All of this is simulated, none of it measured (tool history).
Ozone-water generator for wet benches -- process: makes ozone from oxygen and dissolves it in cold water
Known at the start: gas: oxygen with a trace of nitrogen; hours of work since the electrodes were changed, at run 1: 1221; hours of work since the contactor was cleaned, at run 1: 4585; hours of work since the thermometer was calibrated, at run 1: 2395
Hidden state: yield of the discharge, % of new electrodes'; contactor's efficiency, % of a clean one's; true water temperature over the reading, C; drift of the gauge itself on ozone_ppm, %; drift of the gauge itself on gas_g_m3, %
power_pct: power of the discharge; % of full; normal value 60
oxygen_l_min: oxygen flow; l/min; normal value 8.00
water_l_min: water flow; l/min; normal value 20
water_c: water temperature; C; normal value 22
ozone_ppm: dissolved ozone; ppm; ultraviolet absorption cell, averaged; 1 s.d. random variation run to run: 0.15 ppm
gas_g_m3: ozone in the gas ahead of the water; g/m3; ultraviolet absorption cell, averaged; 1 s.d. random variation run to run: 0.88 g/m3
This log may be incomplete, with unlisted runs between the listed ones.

run     day  power_pct  oxygen_l_min  water_l_min  water_c  hours of work since the electrodes were changed  hours of work since the contactor was cleaned  hours of work since the thermometer was calibrated  ozone_ppm  gas_g_m3
  1   0.000         60          8.00           20       22                                             1221                                           4585                                                2395       17.9     142.2
  2   3.083         60          8.00           20       22                                             1278                                           4642                                                2452       17.6     142.2
  3   6.100         60          8.00           20       22                                             1334                                           4698                                                2507       17.7     140.8
  4   8.454         90          8.00           20       22                                             1377                                           4741                                                2551       23.0     183.6
  5  11.325         60          8.00           20       22                                             1430                                           4794                                                2604       17.3     141.9
  6  14.467         60          8.00           20       22                                             1488                                           4852                                                2662       17.7     140.8
  7  16.112         60          8.00           20       22                                             1518                                           4882                                                2692       17.9     141.7
  8  18.004         60          8.00           19       22                                             1553                                           4917                                                2727       18.1     140.0
  9  20.021         60          8.00           19       22                                             1590                                           4954                                                2764       18.2     141.3
 10  22.083         60          8.00           19       22                                             1628                                           4992                                                2802       18.2     140.9
 11  24.421         60          5.35           20       22                                             1672                                           5036                                                2845       17.6     171.1
 12  25.979         55          5.35           20       22                                             1700                                           5064                                                2874       16.9     162.0
 13  28.733         55          7.11           20       23                                             1751                                           5115                                                2925       16.2     140.5
 14  31.725         60          8.73           20       21                                             1806                                           5170                                                2980       18.1     132.8
 15  33.438         74          8.00           30       21                                             1838                                           5202                                                3011       15.6     160.5
 16  34.942         74         10.74           30       21                                             1866                                           5230                                                3039       15.4     139.0

Estimate the outcome of run 17 from the log above:
 17  36.338         74         10.74           16       25                                             1891                                           5255                                                3065          ?         ?

ozone_ppm: 20.5 ppm
gas_g_m3: 138.7 g/m3
Without the tool's hidden state the same run would have given ozone_ppm 22.2 ppm, gas_g_m3 143.6 g/m3.
